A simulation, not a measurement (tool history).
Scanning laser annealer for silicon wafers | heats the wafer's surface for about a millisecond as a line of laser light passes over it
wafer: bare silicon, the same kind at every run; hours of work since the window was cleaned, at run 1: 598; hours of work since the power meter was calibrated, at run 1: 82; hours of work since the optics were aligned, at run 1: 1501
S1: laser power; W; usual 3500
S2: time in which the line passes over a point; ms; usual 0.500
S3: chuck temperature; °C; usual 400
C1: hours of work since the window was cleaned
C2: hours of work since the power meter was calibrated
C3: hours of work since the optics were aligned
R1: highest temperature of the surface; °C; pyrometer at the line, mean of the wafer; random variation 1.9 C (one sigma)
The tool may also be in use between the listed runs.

run	day	S1	S2	S3	C1	C2	C3	R1
1	0.000	3500	0.500	400	598	82	1501	1083
2	1.279	3500	0.500	400	620	104	1523	1080
3	2.317	3500	0.500	400	639	122	1541	1080
4	3.300	3500	0.500	432	656	139	1558	1111
5	4.208	3500	0.500	400	672	155	1574	1080
# day 4.892: window over the wafer cleaned
6	5.254	3500	0.500	400	6	172	1591	1112
# day 5.996: optics aligned, line set to its width
7	6.354	3500	0.369	400	22	188	6	1011
8	7.550	3500	0.500	400	43	209	27	1113
9	8.858	3500	0.545	400	66	232	50	1144
10	10.075	3500	0.545	400	87	253	72	1144
11	10.762	3500	0.545	400	99	265	84	1141
12	11.517	3631	0.417	420	112	278	97	1096
13	12.658	3500	0.508	423	132	298	117	1137
14	14.067	3500	0.417	365	157	323	142	1006
15	15.362	3500	0.417	365	180	346	164	1009
16	16.450	3694	0.417	365	199	365	183	1047
17	17.767	3050	0.455	372	222	388	206	944
18	18.692	3825	0.527	383	238	404	223	1182
19	19.875	3825	0.527	383	259	425	243	1180
20	20.738	3015	0.408	428	274	440	258	961
21	21.546	3015	0.408	428	288	454	273	961

3 ways to go on from here, each from the tool as it stands after run 21. What would each give?
A	22.625	3015	0.425	428	307	473	292	?
B	22.625	3723	0.408	428	307	473	292	?
C	22.625	3015	0.487	428	307	473	292	?

run	R1
A	966
B	1105
C	1010
Without the tool's hidden state the same runs would have given:
run	R1
A	981
B	1123
C	1025
